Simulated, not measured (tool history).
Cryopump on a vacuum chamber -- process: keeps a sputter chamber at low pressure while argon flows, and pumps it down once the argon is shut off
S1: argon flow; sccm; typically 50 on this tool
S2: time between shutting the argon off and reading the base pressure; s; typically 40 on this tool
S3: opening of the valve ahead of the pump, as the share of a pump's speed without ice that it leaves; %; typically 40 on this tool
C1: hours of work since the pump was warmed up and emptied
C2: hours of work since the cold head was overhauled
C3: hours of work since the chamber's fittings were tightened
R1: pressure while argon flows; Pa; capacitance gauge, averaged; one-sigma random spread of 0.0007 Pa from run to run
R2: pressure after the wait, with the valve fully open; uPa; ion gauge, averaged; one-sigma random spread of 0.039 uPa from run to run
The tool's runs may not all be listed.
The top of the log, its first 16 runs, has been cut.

{"run": 17, "day": 13.408, "S1": 64, "S2": 40, "S3": 40, "C1": 88, "C2": 775, "C3": 690, "R1": 0.1625, "R2": 2.61}
{"run": 18, "day": 14.442, "S1": 64, "S2": 40, "S3": 40, "C1": 108, "C2": 795, "C3": 710, "R1": 0.1653, "R2": 2.55}
{"run": 19, "day": 15.367, "S1": 64, "S2": 152, "S3": 33, "C1": 126, "C2": 813, "C3": 728, "R1": 0.1966, "R2": 1.05}
{"run": 20, "day": 15.908, "S1": 76, "S2": 40, "S3": 22, "C1": 136, "C2": 823, "C3": 738, "R1": 0.3485, "R2": 2.5}
{"run": 21, "day": 16.962, "S1": 23, "S2": 36, "S3": 35, "C1": 157, "C2": 843, "C3": 759, "R1": 0.0684, "R2": 2.84}
{"run": 22, "day": 17.6, "S1": 23, "S2": 36, "S3": 35, "C1": 169, "C2": 855, "C3": 771, "R1": 0.0682, "R2": 2.85}
{"run": 23, "day": 18.075, "S1": 24, "S2": 40, "S3": 17, "C1": 178, "C2": 865, "C3": 780, "R1": 0.1422, "R2": 2.63}
{"run": 24, "day": 19.075, "S1": 48, "S2": 219, "S3": 52, "C1": 197, "C2": 884, "C3": 799, "R1": 0.0999, "R2": 1}
{"run": 25, "day": 19.929, "S1": 48, "S2": 219, "S3": 52, "C1": 214, "C2": 900, "C3": 816, "R1": 0.0999, "R2": 0.99}

Predict the results of run 26:
{"run": 26, "day": 20.529, "S1": 48, "S2": 219, "S3": 52, "C1": 225, "C2": 912, "C3": 827, "R1": "?", "R2": "?"}

Logged for run 26: R1 0.1007 Pa, R2 1.02 uPa.
If the tool had no hidden condition, the same run with the same run-to-run variation would have returned R1 0.09 Pa, R2 0.56 uPa.
